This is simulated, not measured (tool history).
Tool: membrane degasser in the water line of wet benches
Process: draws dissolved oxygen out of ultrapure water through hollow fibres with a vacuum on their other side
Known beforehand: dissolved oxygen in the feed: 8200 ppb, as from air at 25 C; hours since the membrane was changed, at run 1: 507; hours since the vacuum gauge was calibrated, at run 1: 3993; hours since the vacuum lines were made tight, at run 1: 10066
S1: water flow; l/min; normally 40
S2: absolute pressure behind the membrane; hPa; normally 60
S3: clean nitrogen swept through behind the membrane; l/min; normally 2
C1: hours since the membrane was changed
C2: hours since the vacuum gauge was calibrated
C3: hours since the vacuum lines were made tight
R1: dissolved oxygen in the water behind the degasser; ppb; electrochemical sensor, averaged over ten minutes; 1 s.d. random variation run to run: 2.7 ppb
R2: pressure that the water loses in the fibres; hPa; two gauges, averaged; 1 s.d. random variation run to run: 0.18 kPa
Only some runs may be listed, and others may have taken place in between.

| run | hour | S1 | S2 | S3 | C1 | C2 | C3 | R1 | R2 |
|---|---|---|---|---|---|---|---|---|---|
| 1 | 0 | 40 | 60 | 2 | 507 | 3993 | 10066 | 268.7 | 360 |
| 2 | 29 | 40 | 60 | 2 | 536 | 4022 | 10095 | 274.1 | 358.4 |
| 3 | 55.6 | 40 | 60 | 2 | 563 | 4049 | 10122 | 269 | 362.1 |
| 4 | 81.2 | 40 | 60 | 3.3 | 588 | 4074 | 10147 | 231.3 | 360.4 |
| 5 | 125.9 | 40 | 60 | 3.3 | 633 | 4119 | 10192 | 228.3 | 358.3 |
| 6 | 158.9 | 40 | 39.8 | 2 | 666 | 4152 | 10225 | 185.4 | 358.7 |
| 7 | 187.8 | 40 | 60 | 2 | 695 | 4181 | 10254 | 276.3 | 360.4 |
|  | 202.9 | seals of the vacuum lines changed |
| 8 | 232.1 | 40 | 60 | 2 | 737 | 4223 | 29 | 270.7 | 361.5 |
| 9 | 281.1 | 40 | 60 | 2 | 786 | 4272 | 78 | 270.1 | 356.5 |
| 10 | 314.4 | 40 | 60 | 2 | 819 | 4306 | 111 | 273.6 | 357.5 |
| 11 | 356 | 40 | 60 | 2 | 861 | 4347 | 153 | 271 | 359.1 |
| 12 | 381.9 | 40 | 60 | 2 | 887 | 4373 | 179 | 271.5 | 356.4 |
| 13 | 434.2 | 40 | 60 | 2 | 939 | 4425 | 231 | 276.4 | 358.6 |
| 14 | 480.4 | 40 | 60 | 2 | 985 | 4472 | 277 | 272.2 | 356.3 |
| 15 | 504 | 40 | 60 | 2 | 1009 | 4495 | 301 | 270.5 | 355.9 |
| 16 | 539.1 | 40 | 60 | 2 | 1044 | 4530 | 336 | 267.1 | 354.2 |
| 17 | 567.4 | 40 | 78.5 | 3.22 | 1072 | 4559 | 365 | 283 | 356.6 |
| 18 | 622.6 | 28 | 39.7 | 2.23 | 1128 | 4614 | 420 | 112.2 | 247.4 |
| 19 | 662 | 45 | 55.8 | 2 | 1167 | 4653 | 459 | 293.3 | 397.3 |
| 20 | 697.7 | 44 | 55.8 | 2 | 1203 | 4689 | 495 | 286.9 | 392.6 |
| 21 | 722.2 | 44 | 55.8 | 2 | 1227 | 4713 | 519 | 281 | 389.3 |
| 22 | 753 | 40 | 60 | 0.87 | 1258 | 4744 | 550 | 389.5 | 353 |
| 23 | 787.3 | 40 | 60 | 0.87 | 1292 | 4778 | 584 | 388 | 352.6 |
| 24 | 843.3 | 48 | 116.2 | 4.49 | 1348 | 4834 | 640 | 386.8 | 426.3 |
| 25 | 886.3 | 48 | 116.2 | 4.49 | 1391 | 4877 | 683 | 389.6 | 423.1 |
| 26 | 940.6 | 48 | 116.2 | 4.49 | 1446 | 4932 | 738 | 389.2 | 418.3 |
| 27 | 996.9 | 48 | 116.2 | 2.56 | 1502 | 4988 | 794 | 522.1 | 421.1 |
| 28 | 1022.5 | 48 | 116.2 | 2.56 | 1528 | 5014 | 820 | 515.4 | 421.1 |
|  | 1054.4 | gauge calibrated |
| 29 | 1056.3 | 48 | 116.2 | 2.56 | 1561 | 5048 | 853 | 521.4 | 430.4 |
| 30 | 1091.5 | 48 | 116.2 | 2.56 | 1597 | 5083 | 889 | 520.6 | 432.2 |
| 31 | 1129.5 | 37 | 37.9 | 0.82 | 1635 | 5121 | 927 | 188.5 | 334.9 |

Hidden state at the last listed run before each entry between runs and at the first one after, where it differs:
Run 7 -> run 8: seals of the vacuum lines changed (hour 202.9)
  air that leaks in behind the membrane, l/min: 0.0022 -> 0.002; drift of the gauge itself on loss_of_pressure_kpa, %: -0.48 -> -0.59
  measured value less the no-hidden-state value, R2: -1.8 -> -2.1 hPa
Run 28 -> run 29: gauge calibrated (hour 1054.4)
  drift of the gauge itself on loss_of_pressure_kpa, %: -2.61 -> -0.01
  measured value less the no-hidden-state value, R2: -11.3 -> +0 hPa
